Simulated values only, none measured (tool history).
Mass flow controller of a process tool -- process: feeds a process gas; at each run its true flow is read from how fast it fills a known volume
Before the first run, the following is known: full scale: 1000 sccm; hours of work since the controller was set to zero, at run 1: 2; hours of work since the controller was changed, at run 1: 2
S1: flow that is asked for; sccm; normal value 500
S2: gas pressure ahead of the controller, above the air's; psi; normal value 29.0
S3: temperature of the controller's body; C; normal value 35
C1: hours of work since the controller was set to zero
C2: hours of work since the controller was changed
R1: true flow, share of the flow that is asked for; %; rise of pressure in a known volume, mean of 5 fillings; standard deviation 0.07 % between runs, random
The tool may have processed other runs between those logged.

run 1 hour=0.0 | S1=500 S2=29.0 S3=35 | C1=2 C2=2 | R1=98.54
run 2 hour=77.9 | S1=500 S2=29.0 S3=35 | C1=28 C2=28 | R1=98.47
run 3 hour=147.4 | S1=500 S2=29.0 S3=35 | C1=51 C2=51 | R1=98.52
run 4 hour=267.7 | S1=500 S2=29.0 S3=35 | C1=91 C2=91 | R1=98.46
run 5 hour=337.3 | S1=500 S2=26.7 S3=35 | C1=115 C2=115 | R1=98.64
run 6 hour=403.6 | S1=500 S2=26.7 S3=36 | C1=137 C2=137 | R1=98.60
run 7 hour=481.6 | S1=500 S2=26.7 S3=36 | C1=163 C2=163 | R1=98.59
run 8 hour=605.3 | S1=500 S2=26.7 S3=31 | C1=204 C2=204 | R1=99.13
run 9 hour=739.1 | S1=500 S2=26.7 S3=31 | C1=249 C2=249 | R1=99.23
run 10 hour=888.1 | S1=500 S2=29.0 S3=35 | C1=299 C2=299 | R1=98.71
run 11 hour=1034.2 | S1=500 S2=29.0 S3=31 | C1=348 C2=348 | R1=99.18
run 12 hour=1099.9 | S1=500 S2=20.5 S3=31 | C1=370 C2=370 | R1=99.54
run 13 hour=1233.9 | S1=500 S2=20.5 S3=31 | C1=415 C2=415 | R1=99.38
run 14 hour=1349.9 | S1=500 S2=20.5 S3=31 | C1=454 C2=454 | R1=99.63
run 15 hour=1462.4 | S1=743 S2=29.0 S3=35 | C1=491 C2=491 | R1=99.07
run 16 hour=1551.6 | S1=743 S2=29.0 S3=35 | C1=521 C2=521 | R1=99.06
run 17 hour=1686.7 | S1=194 S2=29.0 S3=22 | C1=566 C2=566 | R1=100.36
run 18 hour=1797.0 | S1=194 S2=29.0 S3=22 | C1=603 C2=603 | R1=100.29
run 19 hour=1865.4 | S1=194 S2=29.0 S3=22 | C1=626 C2=626 | R1=100.40
-- hour=1875.9 controller's zero set anew
run 20 hour=1964.9 | S1=194 S2=29.0 S3=22 | C1=30 C2=659 | R1=100.45
run 21 hour=2082.1 | S1=194 S2=29.0 S3=22 | C1=69 C2=699 | R1=100.62
run 22 hour=2210.3 | S1=487 S2=36.3 S3=35 | C1=112 C2=741 | R1=98.64
-- hour=2231.1 controller's zero set anew, once more
run 23 hour=2318.9 | S1=487 S2=36.3 S3=35 | C1=29 C2=778 | R1=98.47
run 24 hour=2416.3 | S1=487 S2=36.3 S3=35 | C1=62 C2=810 | R1=98.33
run 25 hour=2553.6 | S1=758 S2=29.9 S3=27 | C1=108 C2=856 | R1=99.91
run 26 hour=2686.7 | S1=758 S2=29.9 S3=27 | C1=153 C2=901 | R1=99.78
run 27 hour=2829.8 | S1=758 S2=29.9 S3=27 | C1=200 C2=949 | R1=99.87
run 28 hour=2908.9 | S1=540 S2=25.2 S3=35 | C1=227 C2=975 | R1=99.05
run 29 hour=3022.9 | S1=540 S2=25.2 S3=35 | C1=265 C2=1013 | R1=99.08
run 30 hour=3104.5 | S1=687 S2=28.6 S3=21 | C1=292 C2=1041 | R1=100.35
run 31 hour=3250.0 | S1=500 S2=33.2 S3=27 | C1=341 C2=1089 | R1=99.40

Predict each of these 3 candidate next runs independently; none follows another, all start after run 31:
run A hour=3320.0 | S1=185 S2=33.2 S3=24 | C1=365 C2=1113 | R1=?
run B hour=3320.0 | S1=982 S2=33.2 S3=36 | C1=365 C2=1113 | R1=?
run C hour=3320.0 | S1=415 S2=21.2 S3=35 | C1=365 C2=1113 | R1=?

run=A R1=99.70
run=B R1=99.17
run=C R1=99.29
Without the tool's hidden state the same runs would have given:
run=A R1=98.95
run=B R1=98.81
run=C R1=98.81
